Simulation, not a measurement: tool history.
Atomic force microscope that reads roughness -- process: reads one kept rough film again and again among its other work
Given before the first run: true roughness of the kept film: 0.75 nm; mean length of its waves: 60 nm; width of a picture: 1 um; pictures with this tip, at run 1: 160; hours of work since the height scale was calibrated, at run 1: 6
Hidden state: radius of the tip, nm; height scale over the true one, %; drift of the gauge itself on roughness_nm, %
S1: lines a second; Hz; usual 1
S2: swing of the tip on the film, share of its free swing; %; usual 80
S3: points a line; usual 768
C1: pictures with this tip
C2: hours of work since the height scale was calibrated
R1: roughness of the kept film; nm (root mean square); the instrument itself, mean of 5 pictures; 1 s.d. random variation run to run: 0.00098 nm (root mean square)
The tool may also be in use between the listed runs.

run 1 day=0 | S1=1 S2=80 S3=768 | C1=160 C2=6 | R1=0.6963
-- day=0.242 new tip fitted
run 2 day=0.692 | S1=1 S2=80 S3=768 | C1=20 C2=16 | R1=0.7021
run 3 day=1.338 | S1=1 S2=80 S3=768 | C1=47 C2=25 | R1=0.701
run 4 day=1.892 | S1=1 S2=58 S3=768 | C1=71 C2=32 | R1=0.7312
run 5 day=2.275 | S1=1 S2=58 S3=768 | C1=87 C2=38 | R1=0.7308
run 6 day=3.029 | S1=1 S2=80 S3=768 | C1=120 C2=48 | R1=0.699
run 7 day=3.742 | S1=1 S2=80 S3=768 | C1=150 C2=58 | R1=0.6988
-- day=4.183 new tip fitted
run 8 day=4.508 | S1=1 S2=80 S3=768 | C1=14 C2=68 | R1=0.7016
run 9 day=5.112 | S1=1 S2=80 S3=768 | C1=40 C2=76 | R1=0.7022
run 10 day=5.925 | S1=1 S2=80 S3=768 | C1=75 C2=88 | R1=0.7001
run 11 day=6.45 | S1=1 S2=80 S3=768 | C1=98 C2=95 | R1=0.6979
run 12 day=6.862 | S1=1 S2=80 S3=768 | C1=115 C2=101 | R1=0.6991
run 13 day=7.296 | S1=0.83 S2=80 S3=768 | C1=134 C2=107 | R1=0.7069
-- day=8.121 new tip fitted
run 14 day=8.121 | S1=0.83 S2=80 S3=768 | C1=0 C2=118 | R1=0.7102
run 15 day=8.5 | S1=0.83 S2=80 S3=768 | C1=16 C2=123 | R1=0.7101
run 16 day=8.958 | S1=0.83 S2=80 S3=768 | C1=36 C2=129 | R1=0.7086
run 17 day=9.346 | S1=0.83 S2=80 S3=768 | C1=53 C2=135 | R1=0.7081
run 18 day=9.746 | S1=0.83 S2=80 S3=768 | C1=70 C2=140 | R1=0.7084
run 19 day=10.242 | S1=1 S2=80 S3=768 | C1=91 C2=147 | R1=0.7002
run 20 day=10.658 | S1=1 S2=80 S3=768 | C1=109 C2=153 | R1=0.6991
run 21 day=11.45 | S1=1 S2=80 S3=768 | C1=143 C2=164 | R1=0.6991
run 22 day=11.896 | S1=1 S2=80 S3=768 | C1=162 C2=170 | R1=0.6985
-- day=12.079 new tip fitted
run 23 day=12.708 | S1=1 S2=80 S3=768 | C1=27 C2=181 | R1=0.7009
run 24 day=13.396 | S1=1 S2=61 S3=440 | C1=57 C2=190 | R1=0.7303
run 25 day=14.075 | S1=0.6 S2=61 S3=717 | C1=86 C2=200 | R1=0.7354
run 26 day=14.679 | S1=0.6 S2=61 S3=717 | C1=112 C2=208 | R1=0.736
run 27 day=15.05 | S1=0.6 S2=61 S3=403 | C1=127 C2=213 | R1=0.7326
run 28 day=15.454 | S1=1.52 S2=66 S3=329 | C1=145 C2=219 | R1=0.7114
-- day=16.038 new tip fitted
run 29 day=16.171 | S1=1.52 S2=66 S3=329 | C1=6 C2=228 | R1=0.7149
run 30 day=16.629 | S1=3.12 S2=57 S3=322 | C1=25 C2=235 | R1=0.7086
run 31 day=17.375 | S1=2.35 S2=83 S3=706 | C1=57 C2=245 | R1=0.6379
run 32 day=17.829 | S1=1.15 S2=73 S3=706 | C1=77 C2=251 | R1=0.7105
run 33 day=18.167 | S1=3.55 S2=56 S3=983 | C1=91 C2=256 | R1=0.7079
run 34 day=18.5 | S1=3.65 S2=58 S3=277 | C1=105 C2=260 | R1=0.6977
run 35 day=19.075 | S1=3.65 S2=58 S3=277 | C1=130 C2=268 | R1=0.6978
run 36 day=19.5 | S1=3.65 S2=58 S3=277 | C1=148 C2=274 | R1=0.6969
run 37 day=19.833 | S1=1 S2=80 S3=286 | C1=163 C2=279 | R1=0.6984
-- day=19.996 new tip fitted
run 38 day=20.629 | S1=1 S2=80 S3=286 | C1=27 C2=290 | R1=0.7018
run 39 day=21.012 | S1=1 S2=80 S3=286 | C1=43 C2=295 | R1=0.7001
run 40 day=21.679 | S1=1.4 S2=75 S3=768 | C1=72 C2=304 | R1=0.6986
run 41 day=22.058 | S1=0.59 S2=80 S3=768 | C1=88 C2=309 | R1=0.7187
run 42 day=22.788 | S1=0.59 S2=80 S3=768 | C1=119 C2=319 | R1=0.7188
run 43 day=23.588 | S1=0.59 S2=80 S3=768 | C1=153 C2=330 | R1=0.7172
-- day=23.979 new tip fitted
run 44 day=24 | S1=3.38 S2=80 S3=776 | C1=1 C2=336 | R1=0.6165
run 45 day=24.633 | S1=0.9 S2=66 S3=492 | C1=28 C2=345 | R1=0.727

Branching from run 45: 3 alternative next runs. What would each branch give?
run A day=25.017 | S1=1.49 S2=56 S3=829 | C1=45 C2=350 | R1=?
run B day=25.017 | S1=1 S2=60 S3=628 | C1=45 C2=350 | R1=?
run C day=25.017 | S1=1.49 S2=66 S3=492 | C1=45 C2=350 | R1=?

run=A R1=0.7306
run=B R1=0.7322
run=C R1=0.7174
Had the tool no hidden state, the same runs would have come out as:
run=A R1=0.7288
run=B R1=0.7304
run=C R1=0.7156
